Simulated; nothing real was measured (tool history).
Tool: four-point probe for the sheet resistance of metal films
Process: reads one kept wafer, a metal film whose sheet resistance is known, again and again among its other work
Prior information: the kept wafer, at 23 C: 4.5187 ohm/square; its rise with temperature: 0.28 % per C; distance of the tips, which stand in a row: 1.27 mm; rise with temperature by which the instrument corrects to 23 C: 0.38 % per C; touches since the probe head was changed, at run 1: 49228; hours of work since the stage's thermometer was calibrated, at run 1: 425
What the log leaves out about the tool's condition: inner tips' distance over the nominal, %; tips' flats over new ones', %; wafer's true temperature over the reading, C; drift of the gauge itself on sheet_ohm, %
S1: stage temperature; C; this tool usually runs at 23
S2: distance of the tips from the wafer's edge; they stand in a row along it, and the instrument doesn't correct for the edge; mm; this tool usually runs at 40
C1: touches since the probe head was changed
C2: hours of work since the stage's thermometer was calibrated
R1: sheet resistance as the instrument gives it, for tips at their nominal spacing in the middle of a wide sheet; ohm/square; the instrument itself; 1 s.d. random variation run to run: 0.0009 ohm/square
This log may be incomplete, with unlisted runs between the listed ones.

run 1 hour=0.0 | S1=23 S2=40 | C1=49228 C2=425 | R1=4.544173
run 2 hour=55.9 | S1=23 S2=7 | C1=50507 C2=449 | R1=4.622398
run 3 hour=109.8 | S1=23 S2=72 | C1=51742 C2=472 | R1=4.545248
run 4 hour=178.5 | S1=23 S2=72 | C1=53316 C2=501 | R1=4.546225
run 5 hour=260.3 | S1=23 S2=72 | C1=55189 C2=536 | R1=4.545515
run 6 hour=361.3 | S1=23 S2=40 | C1=57502 C2=580 | R1=4.548315
run 7 hour=469.0 | S1=23 S2=40 | C1=59969 C2=626 | R1=4.547736
run 8 hour=576.5 | S1=23 S2=40 | C1=62432 C2=672 | R1=4.549628
-- hour=656.1 new probe head fitted
run 9 hour=664.0 | S1=21 S2=40 | C1=182 C2=709 | R1=4.493753
run 10 hour=730.3 | S1=21 S2=40 | C1=1699 C2=737 | R1=4.495470
run 11 hour=810.3 | S1=23 S2=40 | C1=3531 C2=772 | R1=4.485381
run 12 hour=903.3 | S1=23 S2=40 | C1=5662 C2=812 | R1=4.485407
run 13 hour=992.3 | S1=23 S2=40 | C1=7700 C2=850 | R1=4.484831
run 14 hour=1099.6 | S1=23 S2=40 | C1=10158 C2=896 | R1=4.486857
run 15 hour=1175.2 | S1=23 S2=40 | C1=11888 C2=928 | R1=4.486715
run 16 hour=1226.8 | S1=23 S2=40 | C1=13070 C2=950 | R1=4.486588
run 17 hour=1324.3 | S1=23 S2=40 | C1=15303 C2=992 | R1=4.488358
run 18 hour=1378.3 | S1=23 S2=40 | C1=16540 C2=1015 | R1=4.491149
run 19 hour=1430.3 | S1=23 S2=40 | C1=17731 C2=1037 | R1=4.490321
run 20 hour=1537.6 | S1=25 S2=40 | C1=20189 C2=1083 | R1=4.483725
run 21 hour=1615.2 | S1=25 S2=40 | C1=21966 C2=1117 | R1=4.482023
run 22 hour=1716.3 | S1=20 S2=9 | C1=24282 C2=1160 | R1=4.551330
run 23 hour=1769.0 | S1=19 S2=12 | C1=25488 C2=1183 | R1=4.537002
run 24 hour=1872.5 | S1=29 S2=18 | C1=27859 C2=1227 | R1=4.476192
run 25 hour=1939.4 | S1=29 S2=18 | C1=29391 C2=1256 | R1=4.477376
run 26 hour=1999.7 | S1=29 S2=18 | C1=30771 C2=1281 | R1=4.477303
run 27 hour=2089.0 | S1=27 S2=18 | C1=32818 C2=1320 | R1=4.486851
run 28 hour=2192.1 | S1=25 S2=12 | C1=35178 C2=1364 | R1=4.511311
run 29 hour=2295.4 | S1=28 S2=5 | C1=37544 C2=1408 | R1=4.623048
run 30 hour=2350.9 | S1=19 S2=29 | C1=38814 C2=1432 | R1=4.519666
run 31 hour=2405.3 | S1=22 S2=44 | C1=40061 C2=1455 | R1=4.503562
run 32 hour=2471.8 | S1=20 S2=44 | C1=41584 C2=1484 | R1=4.512060
run 33 hour=2578.6 | S1=29 S2=5 | C1=44030 C2=1530 | R1=4.618504
run 34 hour=2660.8 | S1=29 S2=5 | C1=45911 C2=1565 | R1=4.622036
run 35 hour=2736.6 | S1=29 S2=5 | C1=47648 C2=1597 | R1=4.621274
run 36 hour=2836.7 | S1=29 S2=5 | C1=49941 C2=1640 | R1=4.622297
run 37 hour=2901.9 | S1=20 S2=3 | C1=51433 C2=1668 | R1=4.908805
run 38 hour=2976.6 | S1=31 S2=9 | C1=53144 C2=1700 | R1=4.512831
run 39 hour=3023.8 | S1=29 S2=6 | C1=54226 C2=1720 | R1=4.578693

Consider 3 possible next runs. They are alternatives, not a sequence: every one starts from the tool as it was left by run 39. What does each give?
-- hour=3066.4 stage's thermometer calibrated
run A hour=3078.4 | S1=23 S2=27 | C1=55465 C2=5 | R1=?
-- hour=3066.4 stage's thermometer calibrated
run B hour=3078.4 | S1=22 S2=12 | C1=55465 C2=5 | R1=?
-- hour=3066.4 stage's thermometer calibrated
run C hour=3078.4 | S1=26 S2=17 | C1=55465 C2=5 | R1=?

run=A R1=4.514550
run=B R1=4.541048
run=C R1=4.509408
Without the tool's unlogged condition, the same runs would have read:
run=A R1=4.524471
run=B R1=4.551025
run=C R1=4.519311

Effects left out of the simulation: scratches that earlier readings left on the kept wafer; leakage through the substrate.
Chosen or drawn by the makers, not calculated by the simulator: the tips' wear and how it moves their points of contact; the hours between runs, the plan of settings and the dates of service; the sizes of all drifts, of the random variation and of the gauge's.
